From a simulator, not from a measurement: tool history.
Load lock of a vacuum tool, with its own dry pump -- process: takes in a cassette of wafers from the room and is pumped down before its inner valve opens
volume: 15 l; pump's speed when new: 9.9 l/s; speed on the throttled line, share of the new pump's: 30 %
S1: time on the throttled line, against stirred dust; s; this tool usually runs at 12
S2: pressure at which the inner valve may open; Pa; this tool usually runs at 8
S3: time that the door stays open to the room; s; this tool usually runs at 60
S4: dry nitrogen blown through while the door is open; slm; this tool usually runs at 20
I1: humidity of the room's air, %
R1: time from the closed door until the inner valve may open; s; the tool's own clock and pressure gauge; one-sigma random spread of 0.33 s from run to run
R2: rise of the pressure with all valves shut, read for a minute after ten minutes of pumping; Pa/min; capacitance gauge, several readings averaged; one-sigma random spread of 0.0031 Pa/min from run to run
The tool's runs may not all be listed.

run    hour  S1  S2  S3  S4    I1    R1     R2
  1       0  12   8  60  20    45  25.3  0.163
  2    85.5  12   8  60  20  46.6  25.3  0.164
  3   191.8  12   8  49  20  44.4  25.3  0.169
  4   286.9  12   8  49  20  45.6  25.3  0.167
  5   360.4  12   8  49  20  46.3  25.1  0.166
  6   448.5  12   8  49  20  46.7    25  0.177
  7   563.8  12   8  36  20  48.1  25.3  0.168
  8   647.3  20   8  60  20  47.2  30.8  0.181
  9   712.1  20   8  60  20  46.3  30.3  0.182
 10   768.6  20   8  60  20    46  31.1  0.191
 11   845.6  20   8  60  20  46.6    31  0.184
 12   955.7  20   8  60  20  41.3  30.4  0.192
 13  1013.8  20   8  60  20  45.8  31.4   0.19
 14  1075.5  12  13  57  20  43.7  25.4   0.19
 15  1201.7  12  13  57  20  45.8  25.1  0.195

Alternative continuations, all from the tool just after run 15; predict every row:
  A  1271.1  14   9  203  20  41.9   ?   ?
  B  1271.1  12   9   57  20    44   ?   ?
  C  1271.1   9  13   57   5  42.9   ?   ?

run    R1     R2
  A  27.1  0.237
  B  25.7  0.195
  C  22.8  0.222
Had the tool no hidden state, the same runs would have come out as:
run    R1     R2
  A  24.4  0.099
  B  22.8  0.058
  C  19.9  0.081
